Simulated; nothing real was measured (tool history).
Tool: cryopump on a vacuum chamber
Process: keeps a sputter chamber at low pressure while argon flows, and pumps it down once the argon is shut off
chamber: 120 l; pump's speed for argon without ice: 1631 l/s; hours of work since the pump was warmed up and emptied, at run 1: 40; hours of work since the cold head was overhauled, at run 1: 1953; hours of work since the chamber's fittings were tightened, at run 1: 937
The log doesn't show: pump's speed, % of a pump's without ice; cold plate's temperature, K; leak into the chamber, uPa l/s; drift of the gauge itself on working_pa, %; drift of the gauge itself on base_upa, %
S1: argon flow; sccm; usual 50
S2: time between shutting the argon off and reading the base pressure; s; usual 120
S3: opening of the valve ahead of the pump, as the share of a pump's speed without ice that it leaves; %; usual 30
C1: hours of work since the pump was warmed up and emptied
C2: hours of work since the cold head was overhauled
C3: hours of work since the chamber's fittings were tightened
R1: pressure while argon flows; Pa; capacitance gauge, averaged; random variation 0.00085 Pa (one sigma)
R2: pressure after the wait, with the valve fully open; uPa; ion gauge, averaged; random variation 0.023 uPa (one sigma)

Run 1, day 0: usual settings; C1 40; C2 1953; C3 937. Result: R1 0.1746 Pa, R2 0.92 uPa.
Run 2, day 3.008: usual settings but S1 62 sccm; C1 76; C2 1989; C3 973. Result: R1 0.2192 Pa, R2 0.97 uPa.
Run 3, day 5.442: usual settings but S3 20 %; C1 106; C2 2019; C3 1003. Result: R1 0.2628 Pa, R2 0.96 uPa.
Run 4, day 7.254: usual settings but S3 20 %; C1 128; C2 2041; C3 1025. Result: R1 0.2636 Pa, R2 0.93 uPa.
Run 5, day 9.238: usual settings but S1 25 sccm; C1 151; C2 2064; C3 1048. Result: R1 0.0885 Pa, R2 1.01 uPa.
Run 6, day 12.442: usual settings; C1 190; C2 2103; C3 1087. Result: R1 0.1789 Pa, R2 0.99 uPa.
Run 7, day 14.842: usual settings; C1 219; C2 2132; C3 1116. Result: R1 0.1802 Pa, R2 1.01 uPa.
Run 8, day 17.029: usual settings; C1 245; C2 2158; C3 1142. Result: R1 0.1826 Pa, R2 1.03 uPa.
Run 9, day 19.446: usual settings; C1 274; C2 2187; C3 1171. Result: R1 0.1802 Pa, R2 0.97 uPa.

Forecast run 10:
Run 10, day 21.221: usual settings but S3 24 %; C1 296; C2 2209; C3 1193. Result: R1 ?, R2 ?.

R1: 0.2244 Pa
R2: 1 uPa
Without the tool's hidden state the same run would have given R1 0.215 Pa, R2 0.74 uPa.
